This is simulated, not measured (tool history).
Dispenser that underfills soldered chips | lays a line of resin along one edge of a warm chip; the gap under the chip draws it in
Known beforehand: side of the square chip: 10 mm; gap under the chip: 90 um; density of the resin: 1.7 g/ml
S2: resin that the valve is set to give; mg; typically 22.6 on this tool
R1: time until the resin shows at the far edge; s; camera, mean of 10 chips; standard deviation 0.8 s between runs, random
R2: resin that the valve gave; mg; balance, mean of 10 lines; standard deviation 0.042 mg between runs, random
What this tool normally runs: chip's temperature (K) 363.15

Run 1, hour 0.0: usual settings. Result: R1 100.5 s, R2 22.14 mg.
Run 2, hour 1.9: usual settings but S2 22.1 mg. Result: R1 108.7 s, R2 21.66 mg.
Run 3, hour 4.3: usual settings but S2 19.7 mg. Result: R1 121.7 s, R2 19.33 mg.
At hour 6.8: new syringe of resin.
Run 4, hour 8.9: usual settings but chip's temperature (K) 353.15. Result: R1 109.4 s, R2 22.05 mg.
Run 5, hour 12.8: usual settings. Result: R1 91.2 s, R2 21.98 mg.
Run 6, hour 15.2: usual settings but chip's temperature (K) 364.15. Result: R1 99.4 s, R2 22.02 mg.
Run 7, hour 17.0: usual settings but chip's temperature (K) 351.15. Result: R1 159.7 s, R2 21.96 mg.
At hour 21.1: new syringe of resin.
Run 8, hour 21.7: usual settings but chip's temperature (K) 351.15. Result: R1 111.2 s, R2 22.00 mg.
Run 9, hour 25.5: usual settings but chip's temperature (K) 351.15. Result: R1 126.5 s, R2 21.92 mg.
Run 10, hour 27.5: usual settings but chip's temperature (K) 349.15. Result: R1 147.3 s, R2 21.87 mg.
Run 11, hour 31.0: usual settings but chip's temperature (K) 349.15. Result: R1 171.4 s, R2 21.88 mg.
Run 12, hour 34.7: usual settings but S2 27.4 mg. Result: R1 121.1 s, R2 26.51 mg.
At hour 35.3: new syringe of resin.
Run 13, hour 38.5: usual settings. Result: R1 82.3 s, R2 21.75 mg.
Run 14, hour 42.0: usual settings but S2 21.2 mg. Result: R1 96.3 s, R2 20.31 mg.
Run 15, hour 44.4: usual settings but chip's temperature (K) 366.15. Result: R1 94.3 s, R2 21.76 mg.
Run 16, hour 47.1: usual settings but chip's temperature (K) 357.15. Result: R1 139.0 s, R2 21.69 mg.
At hour 49.5: new syringe of resin.
Run 17, hour 50.8: usual settings but chip's temperature (K) 357.15. Result: R1 92.0 s, R2 21.65 mg.
Run 18, hour 53.6: usual settings but chip's temperature (K) 357.15. Result: R1 102.5 s, R2 21.60 mg.
Run 19, hour 55.8: usual settings but chip's temperature (K) 355.15, S2 25.9 mg. Result: R1 115.1 s, R2 24.76 mg.
At hour 57.1: dispensing valve cleaned and set on the balance.
Run 20, hour 58.8: usual settings but chip's temperature (K) 366.15, S2 20.7 mg. Result: R1 93.0 s, R2 20.66 mg.
Run 21, hour 62.5: usual settings but chip's temperature (K) 366.15, S2 20.7 mg. Result: R1 108.5 s, R2 20.66 mg.
At hour 64.8: new syringe of resin.
Run 22, hour 64.9: usual settings but chip's temperature (K) 366.15, S2 20.7 mg. Result: R1 68.6 s, R2 20.66 mg.
Run 23, hour 68.8: usual settings but chip's temperature (K) 366.15, S2 20.7 mg. Result: R1 78.9 s, R2 20.53 mg.
Run 24, hour 72.9: usual settings but chip's temperature (K) 351.15, S2 20.7 mg. Result: R1 148.5 s, R2 20.52 mg.
Run 25, hour 75.3: usual settings but chip's temperature (K) 351.15, S2 20.7 mg. Result: R1 164.8 s, R2 20.56 mg.

Expected results for the next run?
At hour 79.2: new syringe of resin.
Run 26, hour 79.9: usual settings but chip's temperature (K) 351.15, S2 20.7 mg. Result: R1 ?, R2 ?.

{"run 26": {"R1": 110.3, "R2": 20.39}}
Take away the tool's hidden state, keep the run-to-run variation as it was, and the same run would have given R1 107.6 s, R2 20.61 mg.
